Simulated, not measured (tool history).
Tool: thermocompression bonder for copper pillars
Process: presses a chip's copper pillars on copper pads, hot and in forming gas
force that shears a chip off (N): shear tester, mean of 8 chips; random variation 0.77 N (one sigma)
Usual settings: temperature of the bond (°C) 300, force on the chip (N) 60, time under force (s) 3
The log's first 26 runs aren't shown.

run,hour,temperature of the bond (°C),force on the chip (N),time under force (s),hours of work since the heater was calibrated,hours of work since the force cell was calibrated,hours of work since the gas filter was changed,force that shears a chip off (N)
27,376.0,308,69,4,681,550,58,75.2
28,387.3,294,60,4,689,557,66,61.9
29,399.8,300,60,6,697,566,74,71.6
30,408.4,288,57,2,702,571,79,43.5
# hour 424.2: heater calibrated with a thermocouple chip
31,424.2,288,57,2,0,580,89,37.2
32,442.3,288,37,2,12,592,101,23.4
33,450.9,307,46,3,18,598,106,44.3
34,463.6,307,46,3,26,606,115,43.9
# hour 467.1: forming gas filter changed
35,473.8,300,43,3,32,613,4,41.4
36,494.2,320,41,6,46,626,18,63.4
37,509.4,310,36,5,56,636,28,46.4
38,521.2,295,52,3,64,644,36,45.7
39,536.0,295,52,3,73,654,46,45.2
40,555.9,273,41,6,87,667,59,34.0

4 ways to go on from here, each from the tool as it stands after run 40. What would each give?
A,568.3,312,81,4,95,675,67,?
B,568.3,308,72,2,95,675,67,?
C,568.3,297,60,4,95,675,67,?
D,568.3,300,52,3,95,675,67,?

run,force that shears a chip off (N)
A,77.8
B,59.6
C,56.6
D,47.3
Without the tool's hidden state the same runs would have given:
run,force that shears a chip off (N)
A,83.9
B,64.9
C,61.7
D,51.8
